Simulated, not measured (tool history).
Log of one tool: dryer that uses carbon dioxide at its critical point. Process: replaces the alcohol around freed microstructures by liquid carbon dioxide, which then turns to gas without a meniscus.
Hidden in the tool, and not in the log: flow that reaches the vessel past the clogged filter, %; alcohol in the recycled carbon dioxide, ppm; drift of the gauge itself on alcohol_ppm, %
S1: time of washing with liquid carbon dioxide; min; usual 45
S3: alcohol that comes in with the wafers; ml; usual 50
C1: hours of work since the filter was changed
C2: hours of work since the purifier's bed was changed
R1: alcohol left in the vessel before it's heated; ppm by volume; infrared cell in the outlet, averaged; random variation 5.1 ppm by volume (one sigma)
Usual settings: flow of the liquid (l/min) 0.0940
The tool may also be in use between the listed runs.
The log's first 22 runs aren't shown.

run 23 hour=281.4 | S1=45 flow_of_the_liquid_(l/min)=0.0940 S3=50 | C1=234 C2=93 | R1=147
run 24 hour=288.9 | S1=45 flow_of_the_liquid_(l/min)=0.0940 S3=50 | C1=236 C2=95 | R1=155
run 25 hour=298.4 | S1=41 flow_of_the_liquid_(l/min)=0.0940 S3=102 | C1=239 C2=98 | R1=483
run 26 hour=316.0 | S1=52 flow_of_the_liquid_(l/min)=0.0898 S3=50 | C1=245 C2=104 | R1=93
run 27 hour=328.4 | S1=42 flow_of_the_liquid_(l/min)=0.0747 S3=45 | C1=249 C2=108 | R1=668
run 28 hour=336.0 | S1=42 flow_of_the_liquid_(l/min)=0.0943 S3=41 | C1=251 C2=110 | R1=201
run 29 hour=345.7 | S1=54 flow_of_the_liquid_(l/min)=0.0940 S3=50 | C1=254 C2=113 | R1=67
run 30 hour=356.0 | S1=71 flow_of_the_liquid_(l/min)=0.0940 S3=22 | C1=258 C2=117 | R1=31
run 31 hour=364.2 | S1=65 flow_of_the_liquid_(l/min)=0.0618 S3=59 | C1=260 C2=119 | R1=270
run 32 hour=377.8 | S1=65 flow_of_the_liquid_(l/min)=0.0618 S3=59 | C1=265 C2=124 | R1=269
run 33 hour=390.1 | S1=32 flow_of_the_liquid_(l/min)=0.0940 S3=84 | C1=268 C2=128 | R1=1541
run 34 hour=405.8 | S1=60 flow_of_the_liquid_(l/min)=0.1548 S3=55 | C1=273 C2=133 | R1=33
run 35 hour=423.8 | S1=66 flow_of_the_liquid_(l/min)=0.0966 S3=39 | C1=279 C2=138 | R1=47
run 36 hour=432.1 | S1=66 flow_of_the_liquid_(l/min)=0.1021 S3=39 | C1=282 C2=141 | R1=49
run 37 hour=442.5 | S1=45 flow_of_the_liquid_(l/min)=0.1432 S3=104 | C1=285 C2=144 | R1=51
run 38 hour=459.5 | S1=56 flow_of_the_liquid_(l/min)=0.0626 S3=104 | C1=291 C2=150 | R1=993
run 39 hour=475.8 | S1=55 flow_of_the_liquid_(l/min)=0.0626 S3=68 | C1=296 C2=155 | R1=717
run 40 hour=484.1 | S1=55 flow_of_the_liquid_(l/min)=0.0626 S3=68 | C1=298 C2=157 | R1=730
run 41 hour=497.7 | S1=33 flow_of_the_liquid_(l/min)=0.1125 S3=38 | C1=303 C2=162 | R1=295
run 42 hour=513.1 | S1=33 flow_of_the_liquid_(l/min)=0.1125 S3=38 | C1=308 C2=167 | R1=294
run 43 hour=530.4 | S1=49 flow_of_the_liquid_(l/min)=0.1293 S3=104 | C1=313 C2=172 | R1=64
run 44 hour=541.8 | S1=55 flow_of_the_liquid_(l/min)=0.1464 S3=21 | C1=317 C2=176 | R1=49
run 45 hour=559.5 | S1=55 flow_of_the_liquid_(l/min)=0.1464 S3=21 | C1=322 C2=181 | R1=47
run 46 hour=572.9 | S1=55 flow_of_the_liquid_(l/min)=0.1464 S3=21 | C1=327 C2=186 | R1=53

Forecast each of these 3 alternatives for the next run:
run A hour=589.1 | S1=38 flow_of_the_liquid_(l/min)=0.1284 S3=54 | C1=332 C2=191 | R1=?
run B hour=589.1 | S1=45 flow_of_the_liquid_(l/min)=0.1304 S3=50 | C1=332 C2=191 | R1=?
run C hour=589.1 | S1=57 flow_of_the_liquid_(l/min)=0.1464 S3=21 | C1=332 C2=191 | R1=?

run=A R1=111
run=B R1=69
run=C R1=51
Without the tool's hidden state the same runs would have given:
run=A R1=20
run=B R1=9
run=C R1=1
